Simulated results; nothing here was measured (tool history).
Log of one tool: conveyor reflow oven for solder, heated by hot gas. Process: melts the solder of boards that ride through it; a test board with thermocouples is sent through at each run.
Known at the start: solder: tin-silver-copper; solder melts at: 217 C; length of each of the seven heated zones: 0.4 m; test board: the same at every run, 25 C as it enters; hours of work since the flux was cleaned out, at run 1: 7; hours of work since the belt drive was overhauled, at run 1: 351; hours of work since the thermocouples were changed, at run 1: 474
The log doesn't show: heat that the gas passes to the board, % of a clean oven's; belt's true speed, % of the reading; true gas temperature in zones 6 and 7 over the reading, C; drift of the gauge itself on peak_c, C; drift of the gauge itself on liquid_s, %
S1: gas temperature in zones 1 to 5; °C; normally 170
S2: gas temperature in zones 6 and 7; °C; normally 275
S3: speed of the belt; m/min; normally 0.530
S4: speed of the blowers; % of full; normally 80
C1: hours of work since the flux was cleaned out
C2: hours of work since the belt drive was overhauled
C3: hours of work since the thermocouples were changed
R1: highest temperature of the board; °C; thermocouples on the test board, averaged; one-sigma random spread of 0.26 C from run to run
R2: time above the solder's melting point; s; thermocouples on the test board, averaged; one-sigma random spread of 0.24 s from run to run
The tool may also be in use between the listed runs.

run  hour   S1   S2     S3  S4  C1   C2   C3     R1    R2
  1   0.0  170  275  0.530  80   7  351  474  259.7  73.2
  2  17.4  170  275  0.530  80  19  363  487  259.7  72.8
  3  28.4  170  275  0.530  80  27  371  495  259.3  72.7
  4  50.8  170  275  0.530  80  43  387  510  259.2  72.7
  5  61.4  170  275  0.530  80  50  394  518  259.2  72.7
  6  81.4  170  275  0.530  80  64  409  532  259.7  72.8
  7  97.5  170  275  0.624  65  76  420  543  249.9  52.7

The next listed run, before its measurement:
  8  120.3  170  275  0.530  54  92  436  560   ?   ?

R1: 252.0 °C
R2: 65.2 s
On a tool with no hidden condition, and with the same random variation, this run would have come out at R1 253.5 °C, R2 66.1 s.

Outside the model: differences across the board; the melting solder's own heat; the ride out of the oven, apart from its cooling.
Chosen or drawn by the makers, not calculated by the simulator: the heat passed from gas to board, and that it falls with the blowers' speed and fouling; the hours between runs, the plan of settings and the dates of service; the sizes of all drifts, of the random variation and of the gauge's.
